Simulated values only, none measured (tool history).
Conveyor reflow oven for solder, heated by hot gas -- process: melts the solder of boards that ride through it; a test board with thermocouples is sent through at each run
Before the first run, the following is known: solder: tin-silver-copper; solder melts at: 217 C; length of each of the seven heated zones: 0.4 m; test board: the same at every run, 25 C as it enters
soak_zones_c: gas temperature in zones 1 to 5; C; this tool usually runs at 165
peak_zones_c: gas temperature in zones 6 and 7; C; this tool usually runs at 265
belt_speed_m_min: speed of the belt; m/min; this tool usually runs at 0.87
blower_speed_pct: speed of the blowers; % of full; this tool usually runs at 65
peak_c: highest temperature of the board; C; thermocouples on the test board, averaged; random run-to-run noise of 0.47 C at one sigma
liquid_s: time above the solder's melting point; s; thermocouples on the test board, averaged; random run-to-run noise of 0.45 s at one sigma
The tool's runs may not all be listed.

run     day  soak_zones_c  peak_zones_c  belt_speed_m_min  blower_speed_pct  peak_c  liquid_s
  1       0           165           265              0.87                65     245      33.9
  2   1.617           165           265              0.87                65   244.5      33.9
  3     4.2           165           265              0.87                65   244.2      33.3
  4   6.458           165           265              0.87                65   244.3      33.5
  5   8.746           165           265              0.87                65   243.7      33.7
  6  10.912           165           265              0.87                65   243.5      33.7
  7   13.25           165           265              0.87                65   242.1      32.2
     13.567  -- thermocouples of zones 6 and 7 changed
  8   15.35           165           265              0.87                65   246.6      34.7
     17.808  -- flux residue cleaned out of gas plates and filters
  9  18.017           165           265              0.87                65   248.1      36.4
 10  19.767           165           265              0.87                65   248.8      36.7
 11  22.908           165           265              0.87                65   247.6        37
 12  25.208           165           265              0.87                65     248      36.9
 13  26.838           165           265              0.87                65     247        36
 14  29.225           165           265              0.87                65     247      36.3
 15  32.425           165           265              0.87                65   247.2      35.2
 16  35.417           165           271              0.87                65   251.4      38.7
 17  37.254           169           265              0.94                71   245.8      33.2
 18  39.017           169           265             0.759                71   252.5      47.3
 19  40.625           169           265             0.759                71   251.7      47.1
 20   42.45           175           265              0.88                65   246.8      38.1
 21  45.575           160           265              0.88                65   243.7      31.8
 22   47.55           157           265              0.88                65   242.9      31.7
 23  50.867           157           265              0.88                65   242.5      30.4
     52.504  -- flux residue cleaned out of gas plates and filters
 24  53.383           168           276             0.996                62   250.6      34.2
 25  55.729           165           277              0.87                51   253.4      38.3
 26  58.162           175           262             0.993                65   241.3      30.6
 27  60.808           165           263             0.828                65     246      38.4
 28  63.246           165           263             0.828                65   245.3      37.9
 29  65.854           178           262             1.028                78   243.1      31.4

Below are 3 alternative next runs, each starting from the tool's condition after run 29. Predict each:
  A  68.658           165           266              0.87                65       ?         ?
  B  68.658           158           262             0.987                82       ?         ?
  C  68.658           165           265              0.87                61       ?         ?

run  peak_c  liquid_s
  A   246.2      35.7
  B   240.5      28.1
  C   243.5      33.8
Without the tool's unlogged condition, the same runs would have read:
run  peak_c  liquid_s
  A   249.4      37.4
  B   244.1      30.3
  C   246.6      35.6
